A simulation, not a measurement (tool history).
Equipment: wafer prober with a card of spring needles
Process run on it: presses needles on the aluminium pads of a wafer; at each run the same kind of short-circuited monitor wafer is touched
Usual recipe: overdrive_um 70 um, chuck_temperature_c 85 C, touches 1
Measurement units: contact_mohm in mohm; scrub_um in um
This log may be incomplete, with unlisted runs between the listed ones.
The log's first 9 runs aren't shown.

run,hour,overdrive_um,chuck_temperature_c,touches,touches since the tips were cleaned,cleanings since the card got new needles,touches since the first contact's height was set,contact_mohm,scrub_um
# hour 394.1: tips cleaned on abrasive film
10,418.7,70,85,2,8526,23,35535,267,11.71
# hour 422.2: tips cleaned on abrasive film
# hour 449.6: tips cleaned on abrasive film
11,468.0,70,85,1,6363,25,52521,267,11.73
# hour 478.9: tips cleaned on abrasive film
12,498.3,70,85,1,6711,26,62984,266,11.69
# hour 510.4: tips cleaned on abrasive film
13,534.0,70,85,2,8164,27,75299,265,11.72
# hour 540.0: tips cleaned on abrasive film
# hour 566.2: tips cleaned on abrasive film
14,566.2,70,85,2,0,29,86369,274,11.67
# hour 593.8: tips cleaned on abrasive film
15,604.5,70,85,2,3719,30,99610,268,11.70
# hour 622.5: tips cleaned on abrasive film
# hour 650.2: tips cleaned on abrasive film
16,656.3,70,85,2,2125,32,117472,271,11.66
# hour 679.8: tips cleaned on abrasive film
# hour 706.3: tips cleaned on abrasive film
17,710.1,70,85,2,1304,34,136020,267,11.66
# hour 736.6: tips cleaned on abrasive film
18,751.5,68,85,1,5182,35,150340,269,11.32
# hour 763.1: tips cleaned on abrasive film
# hour 790.9: tips cleaned on abrasive film
19,800.5,68,114,2,3323,37,167221,278,11.26
# hour 819.2: tips cleaned on abrasive film
20,833.4,68,53,1,4929,38,178580,258,11.31
# hour 846.6: tips cleaned on abrasive film
21,863.6,68,53,1,5866,39,188988,259,11.30
# hour 874.9: tips cleaned on abrasive film
# hour 884.5: height of the first contact set anew
# hour 903.8: tips cleaned on abrasive film
22,911.2,68,53,1,2579,41,9235,261,11.25
# hour 934.4: tips cleaned on abrasive film
23,940.8,75,86,2,2224,42,19444,263,12.45
# hour 960.5: tips cleaned on abrasive film
24,978.5,66,85,3,6232,43,32449,266,10.91
# hour 986.5: tips cleaned on abrasive film
# hour 1013.3: tips cleaned on abrasive film
25,1017.9,75,124,1,1568,45,46017,277,12.41
# hour 1041.0: tips cleaned on abrasive film
26,1063.1,59,87,3,7634,46,61628,269,9.78
# hour 1068.6: tips cleaned on abrasive film
27,1092.7,65,85,1,8347,47,71844,276,10.74
# hour 1097.6: tips cleaned on abrasive film
# hour 1124.3: tips cleaned on abrasive film
28,1140.1,70,37,1,5462,49,88205,259,11.53
# hour 1154.8: tips cleaned on abrasive film
# hour 1184.2: tips cleaned on abrasive film
29,1197.3,50,36,3,4542,51,107926,258,8.28
# hour 1213.2: tips cleaned on abrasive film
30,1226.3,50,36,3,4516,52,117934,260,8.29

3 options for the next run, each taken on its own from the tool as it stands now. Forecast them:
# hour 1240.9: tips cleaned on abrasive film
A,1260.8,50,85,1,6886,53,129845,?,?
# hour 1240.9: tips cleaned on abrasive film
B,1260.8,80,85,1,6886,53,129845,?,?
# hour 1240.9: tips cleaned on abrasive film
C,1260.8,72,54,3,6886,53,129845,?,?

run,contact_mohm,scrub_um
A,274,8.25
B,270,13.14
C,257,11.85
Without the tool's unlogged condition, the same runs would have read:
run,contact_mohm,scrub_um
A,273,8.47
B,270,13.48
C,257,12.15
